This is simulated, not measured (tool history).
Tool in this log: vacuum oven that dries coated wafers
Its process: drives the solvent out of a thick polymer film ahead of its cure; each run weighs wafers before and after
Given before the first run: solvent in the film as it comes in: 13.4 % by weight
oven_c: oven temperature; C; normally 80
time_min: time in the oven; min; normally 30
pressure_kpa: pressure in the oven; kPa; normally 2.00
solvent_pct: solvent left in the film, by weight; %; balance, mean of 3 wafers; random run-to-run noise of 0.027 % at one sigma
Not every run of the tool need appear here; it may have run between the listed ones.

run,hour,oven_c,time_min,pressure_kpa,solvent_pct
1,0.0,80,30,2.00,1.49
2,56.7,80,30,2.00,1.54
# hour 81.5: oven's thermocouples calibrated
3,98.9,80,30,2.00,1.34
4,130.5,80,30,2.00,1.36
5,166.6,80,30,2.00,1.40
6,200.2,80,28,2.00,1.59
7,264.0,80,30,2.00,1.39
8,295.8,80,30,2.00,1.35
9,332.9,80,22,2.00,2.22
10,359.7,80,22,2.00,2.22
11,393.9,80,30,3.45,1.60
# hour 411.5: oven's thermocouples calibrated, once more
12,427.4,80,30,3.45,2.22
13,478.7,80,17,2.00,3.93
14,531.3,80,17,2.00,3.87
15,566.2,80,17,7.91,4.78
16,607.3,80,17,7.91,4.79
17,650.1,80,30,4.01,2.25
18,677.8,80,30,4.01,2.30
19,729.1,80,30,4.01,2.31
20,778.8,80,30,4.01,2.28
21,840.6,80,30,4.01,2.27
22,881.5,80,48,2.45,0.95
23,944.1,88,36,6.91,1.25
24,987.3,80,30,1.06,1.72
25,1022.5,75,30,1.18,2.88
26,1076.0,75,30,1.18,2.87
27,1113.1,70,30,1.04,4.15
28,1161.4,93,16,1.57,1.25
29,1216.0,67,44,2.44,3.88
30,1278.6,67,44,2.44,3.83
31,1323.3,87,23,1.80,1.29
32,1364.3,87,33,2.61,0.70
33,1410.6,90,22,1.58,0.95
34,1454.7,90,37,1.40,0.26
35,1492.9,65,36,2.00,5.01
36,1540.7,65,36,2.00,5.00
37,1582.8,82,21,6.87,3.20
38,1612.1,65,21,6.87,7.81
39,1675.9,65,21,6.87,7.73
40,1715.6,65,21,6.87,7.87
41,1768.5,65,21,6.87,7.80

5 options for the next run, each taken on its own from the tool as it stands now. Forecast them:
A,1799.5,94,23,6.87,?
B,1799.5,80,22,2.00,?
C,1799.5,81,15,2.28,?
D,1799.5,80,25,2.00,?
E,1799.5,67,21,2.37,?

run,solvent_pct
A,1.02
B,2.81
C,3.93
D,2.30
E,6.32
Without the tool's hidden state the same runs would have given:
run,solvent_pct
A,1.05
B,2.94
C,4.08
D,2.41
E,6.45
